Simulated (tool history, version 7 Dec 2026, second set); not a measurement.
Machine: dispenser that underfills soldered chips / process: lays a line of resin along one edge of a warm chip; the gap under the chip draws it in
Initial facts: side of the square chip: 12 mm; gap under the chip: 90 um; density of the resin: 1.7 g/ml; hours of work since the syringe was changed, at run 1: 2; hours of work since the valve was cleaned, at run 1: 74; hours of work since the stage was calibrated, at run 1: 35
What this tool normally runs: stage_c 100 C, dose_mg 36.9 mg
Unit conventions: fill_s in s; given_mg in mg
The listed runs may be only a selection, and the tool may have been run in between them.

run,hour,stage_c,dose_mg,hours of work since the syringe was changed,hours of work since the valve was cleaned,hours of work since the stage was calibrated,fill_s,given_mg
1,0,100,36.9,2,74,35,45.3,35.72
2,7.8,100,36.9,7,79,40,65.4,35.8
# hour 13.6: new syringe of resin
3,16,100,36.9,2,84,46,44.6,35.6
4,19.8,100,36.9,4,87,48,53.1,35.59
5,25.7,100,36.9,8,91,52,72.2,35.42
# hour 29.8: new syringe of resin
6,30.9,100,36.9,1,94,55,41.7,35.18
7,36.9,100,36.9,5,98,59,57.4,34.99
# hour 42.9: dispensing valve cleaned and set on the balance
8,43.5,100,36.9,8,0,63,73.9,36.79
# hour 47.2: new syringe of resin
9,50,90,36.9,2,4,67,69,36.58
10,54.6,90,36.9,5,8,70,86.4,36.75
11,58.9,90,36.9,8,10,73,106.4,36.87
# hour 63.6: new syringe of resin
12,65.6,90,36.9,1,15,77,65.4,36.43
13,73.9,90,36.9,7,20,83,98.3,36.39
14,78.5,90,36.9,10,23,86,126.1,36.38
# hour 79.4: new syringe of resin
15,86.1,90,36.9,4,28,90,81.8,36.4
16,90.6,100,36.9,7,31,93,66.8,36.19
17,94.5,100,36.9,10,34,96,82.1,36.25
# hour 95.2: new syringe of resin
18,99.3,100,46.6,3,37,99,49,45.78
19,107.7,100,46.6,8,42,105,71.6,45.65
# hour 111.1: new syringe of resin
20,113.7,100,46.6,2,46,108,42.8,45.31
21,119.6,91,40.5,6,50,112,85.4,39.48
22,125.3,101,36.9,9,54,116,75.4,35.61
# hour 127.1: new syringe of resin
23,133.2,115,34.1,4,59,121,30.3,32.78
24,141.3,110,34.1,9,64,126,54,32.86
# hour 143.2: new syringe of resin
25,149.3,86,36.9,4,69,131,93.8,35.48

Expected results for the next run?
26,153.6,100,32.9,7,72,134,?,?

Run 26 yielded fill_s 66.6 s, given_mg 31.62 mg.
Had the tool carried no hidden state, the very same run would have given fill_s 40.4 s, given_mg 32.81 mg.
